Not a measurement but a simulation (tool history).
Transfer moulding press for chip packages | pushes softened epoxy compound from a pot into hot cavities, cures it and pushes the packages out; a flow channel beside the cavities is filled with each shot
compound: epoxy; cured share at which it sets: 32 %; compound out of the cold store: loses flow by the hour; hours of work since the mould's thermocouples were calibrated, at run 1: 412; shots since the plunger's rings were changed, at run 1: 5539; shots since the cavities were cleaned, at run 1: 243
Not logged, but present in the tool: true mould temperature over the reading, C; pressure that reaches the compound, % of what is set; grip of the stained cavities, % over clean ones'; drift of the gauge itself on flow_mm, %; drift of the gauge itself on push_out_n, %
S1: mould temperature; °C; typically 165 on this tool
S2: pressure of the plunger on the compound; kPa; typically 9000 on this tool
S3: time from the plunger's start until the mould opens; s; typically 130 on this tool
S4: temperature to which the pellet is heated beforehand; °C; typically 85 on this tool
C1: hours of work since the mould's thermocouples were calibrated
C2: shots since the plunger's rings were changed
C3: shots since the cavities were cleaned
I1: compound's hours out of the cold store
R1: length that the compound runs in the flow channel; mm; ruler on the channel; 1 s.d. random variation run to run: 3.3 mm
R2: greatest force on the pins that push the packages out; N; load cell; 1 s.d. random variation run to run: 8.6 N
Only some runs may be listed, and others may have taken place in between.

{"run": 1, "hour": 0.0, "S1": 165, "S2": 9000, "S3": 130, "S4": 85, "C1": 412, "C2": 5539, "C3": 243, "I1": 29.8, "R1": 826, "R2": 471}
{"hour": 11.1, "done": "plunger's sealing rings changed"}
{"run": 2, "hour": 58.4, "S1": 165, "S2": 9000, "S3": 130, "S4": 85, "C1": 447, "C2": 434, "C3": 756, "I1": 34.6, "R1": 876, "R2": 615}
{"hour": 106.6, "done": "cavities cleaned with cleaning compound and waxed"}
{"run": 3, "hour": 107.4, "S1": 165, "S2": 9000, "S3": 130, "S4": 85, "C1": 476, "C2": 869, "C3": 7, "I1": 15, "R1": 962, "R2": 374}
{"run": 4, "hour": 164.8, "S1": 165, "S2": 9000, "S3": 130, "S4": 85, "C1": 511, "C2": 1394, "C3": 532, "I1": 37.7, "R1": 843, "R2": 579}
{"run": 5, "hour": 215.1, "S1": 165, "S2": 9000, "S3": 130, "S4": 85, "C1": 542, "C2": 1856, "C3": 994, "I1": 36.7, "R1": 843, "R2": 626}
{"hour": 238.7, "done": "cavities cleaned with cleaning compound and waxed"}
{"run": 6, "hour": 276.3, "S1": 165, "S2": 9000, "S3": 130, "S4": 85, "C1": 579, "C2": 2403, "C3": 345, "I1": 38.9, "R1": 832, "R2": 502}
{"run": 7, "hour": 337.0, "S1": 165, "S2": 9000, "S3": 130, "S4": 85, "C1": 616, "C2": 2959, "C3": 901, "I1": 39, "R1": 819, "R2": 615}
{"hour": 370.5, "done": "cavities cleaned with cleaning compound and waxed"}
{"run": 8, "hour": 377.5, "S1": 165, "S2": 9000, "S3": 130, "S4": 80, "C1": 641, "C2": 3316, "C3": 63, "I1": 45.7, "R1": 792, "R2": 375}
{"run": 9, "hour": 427.7, "S1": 165, "S2": 9000, "S3": 130, "S4": 80, "C1": 672, "C2": 3777, "C3": 524, "I1": 35.9, "R1": 826, "R2": 557}
{"run": 10, "hour": 482.0, "S1": 165, "S2": 9000, "S3": 130, "S4": 85, "C1": 705, "C2": 4274, "C3": 1021, "I1": 39.9, "R1": 802, "R2": 612}
{"hour": 501.9, "done": "cavities cleaned with cleaning compound and waxed"}
{"run": 11, "hour": 517.6, "S1": 165, "S2": 9000, "S3": 130, "S4": 85, "C1": 726, "C2": 4586, "C3": 143, "I1": 28.1, "R1": 852, "R2": 439}
{"hour": 533.7, "done": "mould's thermocouples calibrated"}
{"run": 12, "hour": 581.8, "S1": 165, "S2": 9000, "S3": 130, "S4": 85, "C1": 30, "C2": 5156, "C3": 713, "I1": 20, "R1": 881, "R2": 638}
{"run": 13, "hour": 618.7, "S1": 165, "S2": 9000, "S3": 130, "S4": 85, "C1": 52, "C2": 5495, "C3": 1052, "I1": 18.4, "R1": 886, "R2": 680}
{"hour": 632.1, "done": "plunger's sealing rings changed"}
{"hour": 638.6, "done": "cavities cleaned with cleaning compound and waxed"}
{"run": 14, "hour": 655.1, "S1": 166, "S2": 9000, "S3": 130, "S4": 85, "C1": 72, "C2": 197, "C3": 152, "I1": 16.5, "R1": 962, "R2": 466}
{"run": 15, "hour": 700.1, "S1": 171, "S2": 9330, "S3": 124, "S4": 82, "C1": 100, "C2": 609, "C3": 564, "I1": 20.8, "R1": 938, "R2": 522}
{"run": 16, "hour": 761.6, "S1": 171, "S2": 9330, "S3": 119, "S4": 94, "C1": 138, "C2": 1172, "C3": 1127, "I1": 43.3, "R1": 830, "R2": 594}
{"hour": 771.9, "done": "cavities cleaned with cleaning compound and waxed"}
{"run": 17, "hour": 821.7, "S1": 171, "S2": 9330, "S3": 119, "S4": 94, "C1": 174, "C2": 1709, "C3": 456, "I1": 11.8, "R1": 956, "R2": 520}
{"run": 18, "hour": 846.9, "S1": 159, "S2": 9330, "S3": 157, "S4": 94, "C1": 190, "C2": 1940, "C3": 687, "I1": 47.4, "R1": 830, "R2": 599}
{"hour": 902.0, "done": "cavities cleaned with cleaning compound and waxed"}
{"run": 19, "hour": 902.9, "S1": 169, "S2": 9000, "S3": 123, "S4": 88, "C1": 223, "C2": 2440, "C3": 8, "I1": 16.3, "R1": 924, "R2": 359}
{"run": 20, "hour": 938.6, "S1": 169, "S2": 9000, "S3": 113, "S4": 88, "C1": 245, "C2": 2767, "C3": 335, "I1": 8.9, "R1": 957, "R2": 581}
{"run": 21, "hour": 974.5, "S1": 169, "S2": 9000, "S3": 113, "S4": 88, "C1": 267, "C2": 3096, "C3": 664, "I1": 30.5, "R1": 852, "R2": 621}
{"run": 22, "hour": 1007.0, "S1": 163, "S2": 10640, "S3": 128, "S4": 86, "C1": 287, "C2": 3394, "C3": 962, "I1": 16.8, "R1": 1001, "R2": 733}
{"hour": 1035.8, "done": "cavities cleaned with cleaning compound and waxed"}
{"run": 23, "hour": 1056.3, "S1": 165, "S2": 9000, "S3": 151, "S4": 80, "C1": 317, "C2": 3832, "C3": 188, "I1": 47.6, "R1": 783, "R2": 413}
{"run": 24, "hour": 1101.0, "S1": 165, "S2": 9000, "S3": 151, "S4": 80, "C1": 344, "C2": 4241, "C3": 597, "I1": 33.7, "R1": 832, "R2": 510}
{"run": 25, "hour": 1140.4, "S1": 165, "S2": 9000, "S3": 127, "S4": 85, "C1": 369, "C2": 4602, "C3": 958, "I1": 8.4, "R1": 935, "R2": 691}
{"hour": 1167.5, "done": "cavities cleaned with cleaning compound and waxed"}
{"run": 26, "hour": 1203.3, "S1": 173, "S2": 9000, "S3": 130, "S4": 77, "C1": 407, "C2": 5165, "C3": 327, "I1": 42.6, "R1": 764, "R2": 442}
{"run": 27, "hour": 1247.8, "S1": 163, "S2": 9000, "S3": 130, "S4": 78, "C1": 434, "C2": 5573, "C3": 735, "I1": 43.4, "R1": 777, "R2": 656}
{"hour": 1254.7, "done": "plunger's sealing rings changed"}
{"run": 28, "hour": 1290.7, "S1": 165, "S2": 8730, "S3": 130, "S4": 85, "C1": 459, "C2": 330, "C3": 1105, "I1": 24.6, "R1": 904, "R2": 662}

Measured minus without-hidden-state, run by run (identical run-to-run variation in each term; gauge scatter may differ):
run=1 R1=-79 R2=+114
run=2 R1=-9 R2=+239
run=3 R1=-16 R2=-10
run=4 R1=-21 R2=+196
run=5 R1=-27 R2=+256
run=6 R1=-33 R2=+139
run=7 R1=-40 R2=+243
run=8 R1=-44 R2=+20
run=9 R1=-52 R2=+183
run=10 R1=-57 R2=+248
run=11 R1=-65 R2=+59
run=12 R1=-70 R2=+260
run=13 R1=-76 R2=+299
run=14 R1=-6 R2=+85
run=15 R1=-11 R2=+197
run=16 R1=-17 R2=+261
run=17 R1=-27 R2=+171
run=18 R1=-25 R2=+232
run=19 R1=-35 R2=+2
run=20 R1=-41 R2=+169
run=21 R1=-41 R2=+239
run=22 R1=-53 R2=+306
run=23 R1=-47 R2=+90
run=24 R1=-56 R2=+192
run=25 R1=-70 R2=+282
run=26 R1=-65 R2=+122
run=27 R1=-72 R2=+241
run=28 R1=-7 R2=+274
